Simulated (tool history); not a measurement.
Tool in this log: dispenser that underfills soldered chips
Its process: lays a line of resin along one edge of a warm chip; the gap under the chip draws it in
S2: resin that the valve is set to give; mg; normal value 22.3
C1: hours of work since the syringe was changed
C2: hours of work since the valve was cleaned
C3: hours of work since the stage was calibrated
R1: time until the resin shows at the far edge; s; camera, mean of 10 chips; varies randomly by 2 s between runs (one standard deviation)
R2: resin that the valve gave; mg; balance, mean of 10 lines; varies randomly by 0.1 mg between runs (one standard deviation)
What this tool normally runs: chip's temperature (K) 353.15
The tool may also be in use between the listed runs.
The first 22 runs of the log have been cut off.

At hour 229.6: new syringe of resin.
Run 23, hour 236.5: usual settings but chip's temperature (K) 350.15, S2 25.3 mg; C1 4; C2 24; C3 416. Result: R1 286.6 s, R2 24.63 mg.
At hour 241.5: new syringe of resin.
Run 24, hour 245.2: usual settings but chip's temperature (K) 361.15, S2 27.7 mg; C1 2; C2 30; C3 421. Result: R1 155.3 s, R2 26.97 mg.
At hour 253.4: new syringe of resin.
Run 25, hour 254.6: usual settings but chip's temperature (K) 365.15, S2 26.0 mg; C1 1; C2 36; C3 427. Result: R1 125.0 s, R2 25.11 mg.
Run 26, hour 263.2: usual settings but chip's temperature (K) 365.15, S2 26.0 mg; C1 6; C2 41; C3 433. Result: R1 156.1 s, R2 25.22 mg.
At hour 265.6: new syringe of resin.
Run 27, hour 271.3: usual settings but chip's temperature (K) 365.15, S2 23.1 mg; C1 4; C2 46; C3 438. Result: R1 141.3 s, R2 22.20 mg.
At hour 277.6: new syringe of resin.
Run 28, hour 281.6: usual settings but chip's temperature (K) 359.15, S2 24.3 mg; C1 3; C2 52; C3 444. Result: R1 177.1 s, R2 23.26 mg.
At hour 289.9: new syringe of resin.
Run 29, hour 289.9: usual settings but chip's temperature (K) 349.15, S2 21.2 mg; C1 0; C2 58; C3 449. Result: R1 256.8 s, R2 20.20 mg.
Run 30, hour 298.6: usual settings but chip's temperature (K) 365.15, S2 21.2 mg; C1 6; C2 63; C3 455. Result: R1 152.8 s, R2 19.96 mg.
At hour 302.0: new syringe of resin.
Run 31, hour 305.9: usual settings but chip's temperature (K) 365.15, S2 21.2 mg; C1 3; C2 68; C3 459. Result: R1 134.5 s, R2 20.08 mg.
At hour 314.0: new syringe of resin.
Run 32, hour 319.8: usual settings but chip's temperature (K) 365.15, S2 21.2 mg; C1 4; C2 76; C3 468. Result: R1 140.6 s, R2 19.63 mg.
At hour 325.9: new syringe of resin.
Run 33, hour 330.0: usual settings but chip's temperature (K) 347.15, S2 27.6 mg; C1 3; C2 83; C3 474. Result: R1 307.5 s, R2 25.40 mg.

What if the next run were any one of these 3? Each begins from the tool's condition after run 33:
At hour 337.8: new syringe of resin.
Run A, hour 338.1: usual settings but chip's temperature (K) 344.15, S2 28.5 mg; C1 0; C2 88; C3 479. Result: R1 ?, R2 ?.
At hour 337.8: new syringe of resin.
Run B, hour 338.1: usual settings but S2 22.5 mg; C1 0; C2 88; C3 479. Result: R1 ?, R2 ?.
At hour 337.8: new syringe of resin.
Run C, hour 338.1: usual settings but S2 19.5 mg; C1 0; C2 88; C3 479. Result: R1 ?, R2 ?.

run     R1     R2
  A  328.3  26.27
  B  215.6  20.79
  C  221.2  17.88
What these runs would have given with no unlogged condition in the tool:
run     R1     R2
  A  300.5  28.48
  B  196.7  22.54
  C  200.1  19.39
